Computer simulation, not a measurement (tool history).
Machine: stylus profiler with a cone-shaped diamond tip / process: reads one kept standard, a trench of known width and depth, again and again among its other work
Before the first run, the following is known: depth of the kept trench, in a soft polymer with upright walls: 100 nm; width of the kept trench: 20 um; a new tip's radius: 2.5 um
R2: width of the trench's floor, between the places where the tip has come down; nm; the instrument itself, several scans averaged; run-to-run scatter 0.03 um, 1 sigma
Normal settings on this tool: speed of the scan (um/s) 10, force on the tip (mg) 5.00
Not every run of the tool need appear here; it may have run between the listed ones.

{"run": 1, "hour": 0.0, "speed of the scan (um/s)": 10, "force on the tip (mg)": 5.0, "depth of the trench (nm)": 102.07, "R2": 18540}
{"run": 2, "hour": 28.2, "speed of the scan (um/s)": 10, "force on the tip (mg)": 5.0, "depth of the trench (nm)": 102.06, "R2": 18540}
{"run": 3, "hour": 41.8, "speed of the scan (um/s)": 10, "force on the tip (mg)": 5.0, "depth of the trench (nm)": 102.04, "R2": 18570}
{"run": 4, "hour": 67.5, "speed of the scan (um/s)": 10, "force on the tip (mg)": 2.77, "depth of the trench (nm)": 101.29, "R2": 18580}
{"run": 5, "hour": 93.6, "speed of the scan (um/s)": 10, "force on the tip (mg)": 2.38, "depth of the trench (nm)": 101.29, "R2": 18550}
{"run": 6, "hour": 105.2, "speed of the scan (um/s)": 10, "force on the tip (mg)": 5.0, "depth of the trench (nm)": 102.07, "R2": 18570}
{"run": 7, "hour": 132.0, "speed of the scan (um/s)": 10, "force on the tip (mg)": 5.0, "depth of the trench (nm)": 102.02, "R2": 18520}
{"run": 8, "hour": 158.9, "speed of the scan (um/s)": 10, "force on the tip (mg)": 4.34, "depth of the trench (nm)": 101.85, "R2": 18510}
{"run": 9, "hour": 178.2, "speed of the scan (um/s)": 5, "force on the tip (mg)": 4.34, "depth of the trench (nm)": 101.85, "R2": 18610}
{"run": 10, "hour": 197.3, "speed of the scan (um/s)": 10, "force on the tip (mg)": 5.0, "depth of the trench (nm)": 102.12, "R2": 18560}
{"run": 11, "hour": 213.0, "speed of the scan (um/s)": 10, "force on the tip (mg)": 5.0, "depth of the trench (nm)": 102.05, "R2": 18560}
{"run": 12, "hour": 239.5, "speed of the scan (um/s)": 10, "force on the tip (mg)": 5.0, "depth of the trench (nm)": 102.02, "R2": 18580}
{"run": 13, "hour": 262.7, "speed of the scan (um/s)": 10, "force on the tip (mg)": 5.0, "depth of the trench (nm)": 102.12, "R2": 18540}
{"run": 14, "hour": 284.0, "speed of the scan (um/s)": 10, "force on the tip (mg)": 5.0, "depth of the trench (nm)": 102.03, "R2": 18600}
{"run": 15, "hour": 304.8, "speed of the scan (um/s)": 10, "force on the tip (mg)": 2.87, "depth of the trench (nm)": 101.38, "R2": 18560}
{"run": 16, "hour": 317.1, "speed of the scan (um/s)": 5, "force on the tip (mg)": 2.87, "depth of the trench (nm)": 101.29, "R2": 18600}
{"run": 17, "hour": 328.8, "speed of the scan (um/s)": 5, "force on the tip (mg)": 2.87, "depth of the trench (nm)": 101.43, "R2": 18570}
{"run": 18, "hour": 341.0, "speed of the scan (um/s)": 5, "force on the tip (mg)": 2.87, "depth of the trench (nm)": 101.44, "R2": 18580}
{"run": 19, "hour": 360.2, "speed of the scan (um/s)": 5, "force on the tip (mg)": 2.87, "depth of the trench (nm)": 101.43, "R2": 18540}
{"run": 20, "hour": 386.7, "speed of the scan (um/s)": 10, "force on the tip (mg)": 5.0, "depth of the trench (nm)": 102.1, "R2": 18540}
{"run": 21, "hour": 398.8, "speed of the scan (um/s)": 10, "force on the tip (mg)": 1.96, "depth of the trench (nm)": 101.08, "R2": 18550}
{"run": 22, "hour": 422.3, "speed of the scan (um/s)": 10, "force on the tip (mg)": 1.96, "depth of the trench (nm)": 101.04, "R2": 18550}

For run 23, what comes out?
{"run": 23, "hour": 441.9, "speed of the scan (um/s)": 10, "force on the tip (mg)": 1.96, "depth of the trench (nm)": "?", "R2": "?"}

depth of the trench (nm): 101.09
R2: 18510 nm
Minus the tool's unlogged condition, the same run would have read depth of the trench (nm) 101.08, R2 18520 nm.
